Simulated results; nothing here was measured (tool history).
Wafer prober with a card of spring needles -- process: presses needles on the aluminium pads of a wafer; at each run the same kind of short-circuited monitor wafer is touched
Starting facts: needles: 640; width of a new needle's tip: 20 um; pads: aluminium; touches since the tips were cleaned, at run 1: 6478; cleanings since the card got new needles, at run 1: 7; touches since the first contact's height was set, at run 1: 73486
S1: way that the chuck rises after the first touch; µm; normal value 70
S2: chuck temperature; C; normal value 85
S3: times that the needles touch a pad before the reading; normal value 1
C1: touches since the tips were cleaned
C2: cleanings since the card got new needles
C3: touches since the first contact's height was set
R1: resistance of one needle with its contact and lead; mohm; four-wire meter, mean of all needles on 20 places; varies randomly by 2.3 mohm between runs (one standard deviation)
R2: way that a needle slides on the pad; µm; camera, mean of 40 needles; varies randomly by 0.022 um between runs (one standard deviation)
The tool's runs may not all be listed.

run    day  S1   S2  S3    C1  C2     C3   R1     R2
  1      0  70   85   1  6478   7  73486  366   18.7
  2  0.217  70   85   1  7979   7  74987  376  18.66
     0.258  -- tips cleaned on abrasive film
  3  0.654  70   85   1  2717   8  77960  328  18.68
  4  0.888  70   85   1  4294   8  79537  355  18.64
  5  1.104  70   85   3  5794   8  81037  299  18.63
  6  1.288  70   85   3  7043   8  82286  299  18.63
     1.479  -- tips cleaned on abrasive film
  7  1.617  70   26   1   937   9  84513  284   18.7
  8  1.975  70   26   1  3399   9  86975  333  18.65
  9  2.171  70   26   1  4748   9  88324  351  18.64
     2.208  -- height of the first contact set anew
 10  2.412  70   26   1  6325   9   1413  365  18.56
     2.688  -- tips cleaned on abrasive film
 11  2.733  64   85   1   306  10   3577  282  16.97
 12  2.904  64   85   1  1499  10   4770  316  16.94
 13  3.188  70   85   1  3426  10   6697  337  18.55
 14  3.533  70   85   1  5807  10   9078  371  18.55
     3.888  -- tips cleaned on abrasive film
 15  3.933  70   85   1   321  11  11801  280  18.53
 16   4.35  70   85   1  3175  11  14655  330  18.53
     4.725  -- height of the first contact set anew, once more
 17  4.762  70   85   1  5912  11    245  368  18.77
 18  4.971  70   85   1  7344  11   1677  379  18.81
     5.108  -- tips cleaned on abrasive film
 19  5.383  64   75   2  1893  12   4503  289  17.14
 20   5.65  64   75   2  3712  12   6322  310  17.18
 21  6.067  64   75   2  6575  12   9185  337  17.11
     6.312  -- tips cleaned on abrasive film
 22   6.35  64   75   2   256  13  11095  267  17.15
 23  6.754  64   75   2  3022  13  13861  307  17.15
 24  6.933  64   75   2  4257  13  15096  320  17.15
 25  7.175  68   36   1  5934  13  16773  366  18.22
     7.504  -- tips cleaned on abrasive film
 26  7.525  74   36   2   151  14  19134  256  19.83
 27  7.808  74   36   2  2107  14  21090  281  19.85
 28  8.075  58   53   1  3927  14  22910  383   15.5
 29  8.271  89  102   1  5259  14  24242  321  23.86
 30  8.521  77  103   2  6992  14  25975  315  20.68
       8.7  -- tips cleaned on abrasive film
 31  8.812  82   29   1   766  15  27944  267  21.98
 32  9.138  82   29   1  3003  15  30181  301  21.98
 33  9.371  82   29   1  4592  15  31770  321  21.92
 34  9.654  70   50   1  6538  15  33716  368  18.72

Across each entry between runs, compare the hidden state at the last listed run before it with the hidden state at the first listed run after it:
Between runs 2 and 3: tips cleaned on abrasive film (day 0.258)
  debris on the tips, nm: 147.8 -> 87.7; way that the needles fall short of the set height, um: 0.41 -> 0.46; tips' diameter, um: 20.14 -> 20.16
  measured minus no-state result, R1: +118 -> +69 mohm; R2: -0.11 -> -0.12 µm
Between runs 6 and 7: tips cleaned on abrasive film (day 1.479)
  debris on the tips, nm: 148.9 -> 42; way that the needles fall short of the set height, um: 0.46 -> 0.5; tips' diameter, um: 20.16 -> 20.17
  measured minus no-state result, R1: +42 -> +38 mohm; R2: -0.13 -> -0.14 µm
Between runs 9 and 10: height of the first contact set anew (day 2.208)
  debris on the tips, nm: 117.4 -> 137.2; way that the needles fall short of the set height, um: 0.5 -> 0.82
  measured minus no-state result, R1: +105 -> +121 mohm; R2: -0.14 -> -0.22 µm
Between runs 10 and 11: tips cleaned on abrasive film (day 2.688)
  debris on the tips, nm: 137.2 -> 19.5; way that the needles fall short of the set height, um: 0.82 -> 0.88; tips' diameter, um: 20.17 -> 20.2
  measured minus no-state result, R1: +121 -> +19 mohm; R2: -0.22 -> -0.23 µm
Between runs 14 and 15: tips cleaned on abrasive film (day 3.888)
  debris on the tips, nm: 131.4 -> 21.1; way that the needles fall short of the set height, um: 0.88 -> 0.95; tips' diameter, um: 20.2 -> 20.22
  measured minus no-state result, R1: +107 -> +18 mohm; R2: -0.24 -> -0.26 µm
Between runs 16 and 17: height of the first contact set anew, once more (day 4.725)
  debris on the tips, nm: 89.3 -> 133.7; way that the needles fall short of the set height, um: 0.95 -> 0
  measured minus no-state result, R1: +72 -> +106 mohm; R2: -0.25 -> +0 µm
Between runs 18 and 19: tips cleaned on abrasive film (day 5.108)
  debris on the tips, nm: 149.5 -> 57.2; way that the needles fall short of the set height, um: 0 -> 0.04; tips' diameter, um: 20.22 -> 20.24
  measured minus no-state result, R1: +118 -> +32 mohm; R2: +0 -> -0.01 µm
Between runs 21 and 22: tips cleaned on abrasive film (day 6.312)
  debris on the tips, nm: 137.1 -> 16.9; way that the needles fall short of the set height, um: 0.04 -> 0.1; tips' diameter, um: 20.24 -> 20.26
  measured minus no-state result, R1: +78 -> +10 mohm; R2: -0.02 -> -0.03 µm
Between runs 25 and 26: tips cleaned on abrasive film (day 7.504)
  debris on the tips, nm: 130.2 -> 20.2; way that the needles fall short of the set height, um: 0.1 -> 0.14; tips' diameter, um: 20.26 -> 20.27
  measured minus no-state result, R1: +118 -> +9 mohm; R2: -0.02 -> -0.04 µm
Between runs 30 and 31: tips cleaned on abrasive film (day 8.7)
  debris on the tips, nm: 146.6 -> 36.4; way that the needles fall short of the set height, um: 0.14 -> 0.2; tips' diameter, um: 20.27 -> 20.29
  measured minus no-state result, R1: +57 -> +24 mohm; R2: -0.03 -> -0.05 µm

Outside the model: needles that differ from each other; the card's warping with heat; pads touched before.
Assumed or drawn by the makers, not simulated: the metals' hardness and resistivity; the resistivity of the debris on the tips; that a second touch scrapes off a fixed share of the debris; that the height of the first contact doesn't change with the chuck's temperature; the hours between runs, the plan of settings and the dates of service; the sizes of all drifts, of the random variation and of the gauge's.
